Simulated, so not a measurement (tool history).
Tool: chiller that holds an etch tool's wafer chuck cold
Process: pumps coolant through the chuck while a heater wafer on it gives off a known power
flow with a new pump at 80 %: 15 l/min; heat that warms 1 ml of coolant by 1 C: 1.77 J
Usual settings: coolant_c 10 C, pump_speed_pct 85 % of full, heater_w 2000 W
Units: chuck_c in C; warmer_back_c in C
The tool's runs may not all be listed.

run,hour,coolant_c,pump_speed_pct,heater_w,chuck_c,warmer_back_c
1,0,10,85,2000,21.5,4.27
2,47.9,10,85,1005,15.7,2.1
3,84.5,10,85,2000,21.7,4.21
4,110.8,10,85,2000,21.4,4.25
5,151.2,10,85,2000,21.6,4.26
6,191.5,10,85,2304,23.1,4.9
7,252,10,85,2304,23.2,4.92
8,287,10,85,2304,23,4.82
9,322.9,10,85,2304,23.3,4.86
10,369.5,10,85,2304,23.2,4.86
11,394.7,10,85,2304,23.4,4.92
12,445.7,10,85,2304,23.2,4.83
13,485.9,10,85,2304,23.2,4.88
14,523,10,85,2304,23.1,4.87
15,569.5,10,85,2304,23.1,4.88
16,609.9,10,85,2304,23.3,4.89
17,655.5,10,73,1061,16.8,2.69
18,688,18,74,1897,30.2,4.74
19,725.7,16,71,1229,24.1,3.17
20,773.3,16,71,1229,24.1,3.17
21,815.3,14,64,2000,28,5.74
22,866.3,8,76,1620,18,3.85
23,912.8,20,83,1712,30.1,3.78
24,961.1,1,85,1248,8.3,2.7
25,988.5,10,93,2000,20.7,3.85
26,1040.3,10,94,2000,20.7,3.8
27,1070.8,16,85,1225,23.2,2.63
28,1117.3,3,60,2000,18.1,6.21
29,1159.8,16,72,2222,30.3,5.63
30,1198,16,83,2222,29,4.86
31,1246.7,10,62,1204,18.6,3.58

Not shown: 1 entry that the log had between the listed runs. Between which runs, and how does the tool's hidden state differ before and after?
Between runs 6 and 7: coolant changed, channels flushed (hour 204.3)
  heat passed by the chuck's channels, % of clean ones': 99.6 -> 100
